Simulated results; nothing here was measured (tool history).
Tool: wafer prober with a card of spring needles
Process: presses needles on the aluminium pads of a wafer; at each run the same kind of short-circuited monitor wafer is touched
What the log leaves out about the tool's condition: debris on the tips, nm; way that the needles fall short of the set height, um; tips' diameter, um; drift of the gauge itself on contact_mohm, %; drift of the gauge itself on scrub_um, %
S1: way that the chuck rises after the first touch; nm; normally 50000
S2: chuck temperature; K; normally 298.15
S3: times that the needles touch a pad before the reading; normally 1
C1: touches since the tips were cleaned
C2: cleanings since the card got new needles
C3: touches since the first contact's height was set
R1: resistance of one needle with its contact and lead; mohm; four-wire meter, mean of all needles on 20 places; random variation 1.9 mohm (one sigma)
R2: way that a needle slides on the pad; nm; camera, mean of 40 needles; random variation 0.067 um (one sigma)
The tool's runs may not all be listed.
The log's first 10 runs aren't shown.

{"day": 6.35, "done": "tips cleaned on abrasive film"}
{"run": 11, "day": 6.75, "S1": 50000, "S2": 298.15, "S3": 1, "C1": 1534, "C2": 17, "C3": 62222, "R1": 327, "R2": 8270}
{"day": 7.254, "done": "tips cleaned on abrasive film"}
{"run": 12, "day": 7.479, "S1": 50000, "S2": 298.15, "S3": 1, "C1": 865, "C2": 18, "C3": 64996, "R1": 284, "R2": 8200}
{"day": 8.117, "done": "tips cleaned on abrasive film"}
{"run": 13, "day": 8.233, "S1": 50000, "S2": 298.15, "S3": 1, "C1": 452, "C2": 19, "C3": 67863, "R1": 250, "R2": 8260}
{"day": 9.004, "done": "tips cleaned on abrasive film"}
{"run": 14, "day": 9.071, "S1": 50000, "S2": 298.15, "S3": 2, "C1": 258, "C2": 20, "C3": 71048, "R1": 227, "R2": 8290}
{"day": 9.904, "done": "tips cleaned on abrasive film"}
{"run": 15, "day": 10.021, "S1": 50000, "S2": 298.15, "S3": 2, "C1": 453, "C2": 21, "C3": 74674, "R1": 235, "R2": 8250}
{"day": 10.792, "done": "tips cleaned on abrasive film"}
{"run": 16, "day": 10.946, "S1": 50000, "S2": 302.15, "S3": 1, "C1": 590, "C2": 22, "C3": 78185, "R1": 263, "R2": 8280}
{"run": 17, "day": 11.375, "S1": 35000, "S2": 395.15, "S3": 2, "C1": 2232, "C2": 22, "C3": 79827, "R1": 413, "R2": 5550}
{"day": 11.646, "done": "tips cleaned on abrasive film"}
{"run": 18, "day": 12.204, "S1": 50000, "S2": 362.15, "S3": 3, "C1": 2136, "C2": 23, "C3": 82997, "R1": 267, "R2": 8400}
{"day": 12.55, "done": "tips cleaned on abrasive film"}
{"run": 19, "day": 12.733, "S1": 38000, "S2": 362.15, "S3": 2, "C1": 708, "C2": 24, "C3": 85002, "R1": 294, "R2": 6120}
{"run": 20, "day": 13.188, "S1": 38000, "S2": 362.15, "S3": 2, "C1": 2439, "C2": 24, "C3": 86733, "R1": 388, "R2": 6230}
{"day": 13.275, "done": "height of the first contact set anew"}
{"day": 13.421, "done": "tips cleaned on abrasive film"}
{"run": 21, "day": 13.896, "S1": 38000, "S2": 362.15, "S3": 2, "C1": 1816, "C2": 25, "C3": 2362, "R1": 380, "R2": 5920}
{"day": 14.296, "done": "tips cleaned on abrasive film"}
{"run": 22, "day": 14.654, "S1": 57000, "S2": 298.15, "S3": 2, "C1": 1369, "C2": 26, "C3": 5252, "R1": 255, "R2": 9150}
{"run": 23, "day": 15.108, "S1": 57000, "S2": 298.15, "S3": 2, "C1": 3106, "C2": 26, "C3": 6989, "R1": 294, "R2": 9290}
{"day": 15.171, "done": "tips cleaned on abrasive film"}
{"run": 24, "day": 15.917, "S1": 57000, "S2": 298.15, "S3": 2, "C1": 2854, "C2": 27, "C3": 10070, "R1": 287, "R2": 9200}
{"day": 16.042, "done": "tips cleaned on abrasive film"}
{"run": 25, "day": 16.538, "S1": 57000, "S2": 298.15, "S3": 2, "C1": 1902, "C2": 28, "C3": 12422, "R1": 277, "R2": 9140}
{"day": 16.921, "done": "tips cleaned on abrasive film"}
{"run": 26, "day": 17.362, "S1": 46000, "S2": 316.15, "S3": 2, "C1": 1693, "C2": 29, "C3": 15569, "R1": 314, "R2": 7340}
{"day": 17.821, "done": "tips cleaned on abrasive film"}
{"run": 27, "day": 17.867, "S1": 46000, "S2": 316.15, "S3": 2, "C1": 181, "C2": 30, "C3": 17480, "R1": 244, "R2": 7270}
{"run": 28, "day": 18.267, "S1": 32000, "S2": 330.15, "S3": 1, "C1": 1711, "C2": 30, "C3": 19010, "R1": 621, "R2": 4760}
{"day": 18.696, "done": "tips cleaned on abrasive film"}
{"day": 18.938, "done": "height of the first contact set anew, once more"}
{"run": 29, "day": 19.096, "S1": 50000, "S2": 384.15, "S3": 2, "C1": 1482, "C2": 31, "C3": 608, "R1": 287, "R2": 8620}
{"run": 30, "day": 19.546, "S1": 50000, "S2": 298.15, "S3": 2, "C1": 3204, "C2": 31, "C3": 2330, "R1": 304, "R2": 8670}
{"day": 19.588, "done": "tips cleaned on abrasive film"}
{"day": 20.479, "done": "tips cleaned on abrasive film"}
{"run": 31, "day": 20.483, "S1": 50000, "S2": 348.15, "S3": 1, "C1": 7, "C2": 33, "C3": 5878, "R1": 223, "R2": 8570}

The next listed run, before its measurement:
{"day": 21.375, "done": "tips cleaned on abrasive film"}
{"run": 32, "day": 21.375, "S1": 68000, "S2": 309.15, "S3": 2, "C1": 0, "C2": 34, "C3": 9281, "R1": "?", "R2": "?"}

R1: 195 mohm
R2: 11560 nm
Were there no unlogged condition in the tool, this run, its random variation unchanged, would have produced R1 191 mohm, R2 11610 nm.
